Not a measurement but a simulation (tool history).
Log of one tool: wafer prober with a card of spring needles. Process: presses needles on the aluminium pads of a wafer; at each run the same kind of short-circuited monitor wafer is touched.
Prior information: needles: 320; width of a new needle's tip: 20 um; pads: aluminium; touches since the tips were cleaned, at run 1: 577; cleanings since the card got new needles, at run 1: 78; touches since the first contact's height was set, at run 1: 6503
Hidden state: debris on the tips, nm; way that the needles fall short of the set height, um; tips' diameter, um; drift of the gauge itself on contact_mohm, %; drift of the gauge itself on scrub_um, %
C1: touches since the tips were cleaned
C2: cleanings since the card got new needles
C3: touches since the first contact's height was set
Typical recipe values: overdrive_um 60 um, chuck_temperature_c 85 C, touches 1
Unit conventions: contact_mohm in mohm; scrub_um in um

{"run": 1, "hour": 0.0, "overdrive_um": 60, "chuck_temperature_c": 85, "touches": 1, "C1": 577, "C2": 78, "C3": 6503, "contact_mohm": 157, "scrub_um": 16.51}
{"hour": 9.0, "done": "tips cleaned on abrasive film"}
{"hour": 20.2, "done": "tips cleaned on abrasive film"}
{"hour": 29.2, "done": "tips cleaned on abrasive film"}
{"run": 2, "hour": 36.1, "overdrive_um": 60, "chuck_temperature_c": 85, "touches": 1, "C1": 4625, "C2": 81, "C3": 30388, "contact_mohm": 158, "scrub_um": 16.51}
{"hour": 38.4, "done": "tips cleaned on abrasive film"}
{"hour": 49.6, "done": "tips cleaned on abrasive film"}
{"hour": 60.8, "done": "tips cleaned on abrasive film"}
{"hour": 72.0, "done": "tips cleaned on abrasive film"}
{"hour": 81.0, "done": "tips cleaned on abrasive film"}
{"run": 3, "hour": 89.4, "overdrive_um": 60, "chuck_temperature_c": 94, "touches": 1, "C1": 5603, "C2": 86, "C3": 65625, "contact_mohm": 162, "scrub_um": 16.49}
{"hour": 91.7, "done": "tips cleaned on abrasive film"}
{"hour": 94.2, "done": "height of the first contact set anew"}
{"hour": 103.2, "done": "tips cleaned on abrasive film"}
{"hour": 114.4, "done": "tips cleaned on abrasive film"}
{"hour": 125.6, "done": "tips cleaned on abrasive film"}
{"hour": 134.6, "done": "tips cleaned on abrasive film"}
{"hour": 144.2, "done": "tips cleaned on abrasive film"}
{"run": 4, "hour": 144.2, "overdrive_um": 45, "chuck_temperature_c": 94, "touches": 1, "C1": 0, "C2": 92, "C3": 32988, "contact_mohm": 166, "scrub_um": 12.37}
{"hour": 155.4, "done": "tips cleaned on abrasive film"}
{"hour": 166.6, "done": "tips cleaned on abrasive film"}
{"hour": 175.7, "done": "tips cleaned on abrasive film"}
{"run": 5, "hour": 175.7, "overdrive_um": 60, "chuck_temperature_c": 63, "touches": 1, "C1": 0, "C2": 95, "C3": 53820, "contact_mohm": 157, "scrub_um": 16.53}
{"hour": 184.7, "done": "tips cleaned on abrasive film"}
{"hour": 193.7, "done": "tips cleaned on abrasive film"}
{"hour": 198.4, "done": "height of the first contact set anew"}
{"hour": 205.2, "done": "tips cleaned on abrasive film"}
{"hour": 216.4, "done": "tips cleaned on abrasive film"}
{"hour": 227.6, "done": "tips cleaned on abrasive film"}
{"run": 6, "hour": 232.6, "overdrive_um": 60, "chuck_temperature_c": 63, "touches": 1, "C1": 3371, "C2": 100, "C3": 22630, "contact_mohm": 157, "scrub_um": 16.47}
{"hour": 237.2, "done": "tips cleaned on abrasive film"}
{"hour": 248.4, "done": "tips cleaned on abrasive film"}
{"hour": 259.6, "done": "tips cleaned on abrasive film"}
{"hour": 270.8, "done": "tips cleaned on abrasive film"}
{"hour": 282.0, "done": "tips cleaned on abrasive film"}
{"hour": 293.2, "done": "tips cleaned on abrasive film"}
{"run": 7, "hour": 295.1, "overdrive_um": 60, "chuck_temperature_c": 85, "touches": 1, "C1": 1304, "C2": 106, "C3": 63938, "contact_mohm": 165, "scrub_um": 16.47}
{"hour": 302.1, "done": "height of the first contact set anew"}
{"hour": 304.4, "done": "tips cleaned on abrasive film"}
{"hour": 315.6, "done": "tips cleaned on abrasive film"}
{"hour": 326.8, "done": "tips cleaned on abrasive film"}
{"run": 8, "hour": 333.0, "overdrive_um": 60, "chuck_temperature_c": 85, "touches": 1, "C1": 4110, "C2": 109, "C3": 20407, "contact_mohm": 159, "scrub_um": 16.5}
{"hour": 337.5, "done": "tips cleaned on abrasive film"}
{"hour": 348.7, "done": "tips cleaned on abrasive film"}
{"hour": 359.9, "done": "tips cleaned on abrasive film"}
{"hour": 371.1, "done": "tips cleaned on abrasive film"}
{"hour": 382.3, "done": "tips cleaned on abrasive film"}
{"run": 9, "hour": 388.3, "overdrive_um": 60, "chuck_temperature_c": 85, "touches": 1, "C1": 4016, "C2": 114, "C3": 57017, "contact_mohm": 161, "scrub_um": 16.55}
{"hour": 392.9, "done": "tips cleaned on abrasive film"}
{"hour": 404.1, "done": "tips cleaned on abrasive film"}
{"hour": 406.6, "done": "height of the first contact set anew"}
{"hour": 415.6, "done": "tips cleaned on abrasive film"}
{"hour": 424.6, "done": "tips cleaned on abrasive film"}
{"hour": 435.8, "done": "tips cleaned on abrasive film"}
{"run": 10, "hour": 443.1, "overdrive_um": 60, "chuck_temperature_c": 85, "touches": 1, "C1": 4932, "C2": 119, "C3": 24191, "contact_mohm": 160, "scrub_um": 16.56}
{"hour": 445.5, "done": "tips cleaned on abrasive film"}
{"hour": 456.7, "done": "tips cleaned on abrasive film"}
{"hour": 467.9, "done": "tips cleaned on abrasive film"}
{"hour": 479.1, "done": "tips cleaned on abrasive film"}
{"hour": 490.3, "done": "tips cleaned on abrasive film"}
{"run": 11, "hour": 495.1, "overdrive_um": 60, "chuck_temperature_c": 85, "touches": 1, "C1": 3232, "C2": 124, "C3": 58536, "contact_mohm": 160, "scrub_um": 16.55}
{"hour": 499.7, "done": "tips cleaned on abrasive film"}
{"hour": 508.6, "done": "tips cleaned on abrasive film"}
{"hour": 511.2, "done": "height of the first contact set anew"}
{"hour": 520.1, "done": "tips cleaned on abrasive film"}
{"hour": 531.3, "done": "tips cleaned on abrasive film"}
{"run": 12, "hour": 537.8, "overdrive_um": 60, "chuck_temperature_c": 47, "touches": 1, "C1": 4276, "C2": 128, "C3": 17610, "contact_mohm": 155, "scrub_um": 16.55}
{"hour": 542.3, "done": "tips cleaned on abrasive film"}
{"hour": 553.5, "done": "tips cleaned on abrasive film"}
{"hour": 562.5, "done": "tips cleaned on abrasive film"}
{"hour": 573.7, "done": "tips cleaned on abrasive film"}
{"hour": 584.9, "done": "tips cleaned on abrasive film"}
{"run": 13, "hour": 585.6, "overdrive_um": 60, "chuck_temperature_c": 47, "touches": 1, "C1": 465, "C2": 133, "C3": 49186, "contact_mohm": 154, "scrub_um": 16.52}
{"hour": 594.5, "done": "tips cleaned on abrasive film"}
{"hour": 605.8, "done": "tips cleaned on abrasive film"}
{"hour": 614.9, "done": "height of the first contact set anew"}
{"hour": 617.3, "done": "tips cleaned on abrasive film"}
{"hour": 626.2, "done": "tips cleaned on abrasive film"}
{"hour": 637.4, "done": "tips cleaned on abrasive film"}
{"run": 14, "hour": 643.5, "overdrive_um": 60, "chuck_temperature_c": 50, "touches": 1, "C1": 4031, "C2": 138, "C3": 18846, "contact_mohm": 153, "scrub_um": 16.46}
{"hour": 648.0, "done": "tips cleaned on abrasive film"}
{"hour": 659.2, "done": "tips cleaned on abrasive film"}
{"hour": 670.4, "done": "tips cleaned on abrasive film"}
{"hour": 681.0, "done": "tips cleaned on abrasive film"}
{"run": 15, "hour": 681.0, "overdrive_um": 72, "chuck_temperature_c": 123, "touches": 1, "C1": 0, "C2": 142, "C3": 43610, "contact_mohm": 165, "scrub_um": 19.81}
{"hour": 690.0, "done": "tips cleaned on abrasive film"}
{"hour": 701.2, "done": "tips cleaned on abrasive film"}
{"hour": 712.4, "done": "tips cleaned on abrasive film"}
{"hour": 719.3, "done": "height of the first contact set anew"}
{"hour": 723.9, "done": "tips cleaned on abrasive film"}
{"hour": 735.1, "done": "tips cleaned on abrasive film"}
{"run": 16, "hour": 737.2, "overdrive_um": 57, "chuck_temperature_c": 85, "touches": 1, "C1": 1416, "C2": 147, "C3": 11787, "contact_mohm": 161, "scrub_um": 15.73}
{"hour": 746.2, "done": "tips cleaned on abrasive film"}
{"hour": 755.2, "done": "tips cleaned on abrasive film"}
{"hour": 766.4, "done": "tips cleaned on abrasive film"}
{"run": 17, "hour": 769.3, "overdrive_um": 60, "chuck_temperature_c": 85, "touches": 2, "C1": 1942, "C2": 150, "C3": 32989, "contact_mohm": 163, "scrub_um": 16.58}
{"hour": 776.0, "done": "tips cleaned on abrasive film"}
{"hour": 787.2, "done": "tips cleaned on abrasive film"}
{"hour": 796.2, "done": "tips cleaned on abrasive film"}
{"hour": 807.4, "done": "tips cleaned on abrasive film"}
{"hour": 818.6, "done": "tips cleaned on abrasive film"}
{"hour": 823.4, "done": "height of the first contact set anew"}
{"run": 18, "hour": 825.7, "overdrive_um": 52, "chuck_temperature_c": 36, "touches": 2, "C1": 4543, "C2": 155, "C3": 1581, "contact_mohm": 155, "scrub_um": 14.31}
{"hour": 828.1, "done": "tips cleaned on abrasive film"}
{"hour": 839.3, "done": "tips cleaned on abrasive film"}
{"hour": 850.5, "done": "tips cleaned on abrasive film"}
{"hour": 861.7, "done": "tips cleaned on abrasive film"}
{"run": 19, "hour": 862.2, "overdrive_um": 61, "chuck_temperature_c": 85, "touches": 1, "C1": 356, "C2": 159, "C3": 25648, "contact_mohm": 160, "scrub_um": 16.79}
{"hour": 871.2, "done": "tips cleaned on abrasive film"}
{"hour": 882.4, "done": "tips cleaned on abrasive film"}
{"hour": 893.6, "done": "tips cleaned on abrasive film"}
{"run": 20, "hour": 895.9, "overdrive_um": 55, "chuck_temperature_c": 98, "touches": 2, "C1": 1576, "C2": 162, "C3": 47964, "contact_mohm": 163, "scrub_um": 15.1}
{"hour": 902.7, "done": "tips cleaned on abrasive film"}
{"hour": 913.9, "done": "tips cleaned on abrasive film"}
{"hour": 925.1, "done": "tips cleaned on abrasive film"}
{"hour": 927.6, "done": "height of the first contact set anew"}
{"hour": 936.6, "done": "tips cleaned on abrasive film"}
{"hour": 947.8, "done": "tips cleaned on abrasive film"}
{"run": 21, "hour": 950.4, "overdrive_um": 69, "chuck_temperature_c": 99, "touches": 2, "C1": 1740, "C2": 167, "C3": 15074, "contact_mohm": 164, "scrub_um": 19.0}
{"hour": 957.2, "done": "tips cleaned on abrasive film"}
{"hour": 968.4, "done": "tips cleaned on abrasive film"}
{"hour": 979.6, "done": "tips cleaned on abrasive film"}
{"hour": 990.8, "done": "tips cleaned on abrasive film"}
{"hour": 999.8, "done": "tips cleaned on abrasive film"}
{"run": 22, "hour": 1007.7, "overdrive_um": 59, "chuck_temperature_c": 31, "touches": 3, "C1": 5333, "C2": 172, "C3": 52998, "contact_mohm": 149, "scrub_um": 16.25}
{"hour": 1010.1, "done": "tips cleaned on abrasive film"}
{"hour": 1021.3, "done": "tips cleaned on abrasive film"}
{"hour": 1032.5, "done": "tips cleaned on abrasive film"}
{"hour": 1032.8, "done": "height of the first contact set anew"}
{"hour": 1044.0, "done": "tips cleaned on abrasive film"}
{"hour": 1055.2, "done": "tips cleaned on abrasive film"}
{"hour": 1066.4, "done": "tips cleaned on abrasive film"}
{"run": 23, "hour": 1069.7, "overdrive_um": 77, "chuck_temperature_c": 88, "touches": 3, "C1": 2201, "C2": 178, "C3": 24423, "contact_mohm": 159, "scrub_um": 21.21}
{"hour": 1076.4, "done": "tips cleaned on abrasive film"}
{"hour": 1085.4, "done": "tips cleaned on abrasive film"}
{"hour": 1096.6, "done": "tips cleaned on abrasive film"}
{"hour": 1105.6, "done": "tips cleaned on abrasive film"}
{"hour": 1116.8, "done": "tips cleaned on abrasive film"}
{"run": 24, "hour": 1125.0, "overdrive_um": 77, "chuck_temperature_c": 88, "touches": 3, "C1": 5446, "C2": 183, "C3": 60979, "contact_mohm": 159, "scrub_um": 21.22}
{"hour": 1127.3, "done": "tips cleaned on abrasive film"}
{"hour": 1136.3, "done": "tips cleaned on abrasive film"}
{"hour": 1136.6, "done": "height of the first contact set anew"}
{"hour": 1147.8, "done": "tips cleaned on abrasive film"}
{"run": 25, "hour": 1154.7, "overdrive_um": 77, "chuck_temperature_c": 88, "touches": 3, "C1": 4602, "C2": 186, "C3": 12009, "contact_mohm": 158, "scrub_um": 21.2}

Here are 3 independent what-if runs from the current tool condition. What would each one return?
{"hour": 1157.0, "done": "tips cleaned on abrasive film"}
{"hour": 1168.2, "done": "tips cleaned on abrasive film"}
{"hour": 1177.2, "done": "tips cleaned on abrasive film"}
{"hour": 1188.4, "done": "tips cleaned on abrasive film"}
{"hour": 1199.6, "done": "tips cleaned on abrasive film"}
{"hour": 1210.8, "done": "tips cleaned on abrasive film"}
{"run": "A", "hour": 1217.9, "overdrive_um": 53, "chuck_temperature_c": 85, "touches": 1, "C1": 4737, "C2": 192, "C3": 53787, "contact_mohm": "?", "scrub_um": "?"}
{"hour": 1157.0, "done": "tips cleaned on abrasive film"}
{"hour": 1168.2, "done": "tips cleaned on abrasive film"}
{"hour": 1177.2, "done": "tips cleaned on abrasive film"}
{"hour": 1188.4, "done": "tips cleaned on abrasive film"}
{"hour": 1199.6, "done": "tips cleaned on abrasive film"}
{"hour": 1210.8, "done": "tips cleaned on abrasive film"}
{"run": "B", "hour": 1217.9, "overdrive_um": 77, "chuck_temperature_c": 33, "touches": 1, "C1": 4737, "C2": 192, "C3": 53787, "contact_mohm": "?", "scrub_um": "?"}
{"hour": 1157.0, "done": "tips cleaned on abrasive film"}
{"hour": 1168.2, "done": "tips cleaned on abrasive film"}
{"hour": 1177.2, "done": "tips cleaned on abrasive film"}
{"hour": 1188.4, "done": "tips cleaned on abrasive film"}
{"hour": 1199.6, "done": "tips cleaned on abrasive film"}
{"hour": 1210.8, "done": "tips cleaned on abrasive film"}
{"run": "C", "hour": 1217.9, "overdrive_um": 49, "chuck_temperature_c": 86, "touches": 3, "C1": 4737, "C2": 192, "C3": 53787, "contact_mohm": "?", "scrub_um": "?"}

run=A contact_mohm=161 scrub_um=14.63
run=B contact_mohm=150 scrub_um=21.18
run=C contact_mohm=161 scrub_um=13.51
Take away the tool's hidden state, keep each run's random variation, and the runs would have read:
run=A contact_mohm=161 scrub_um=14.63
run=B contact_mohm=150 scrub_um=21.18
run=C contact_mohm=161 scrub_um=13.51
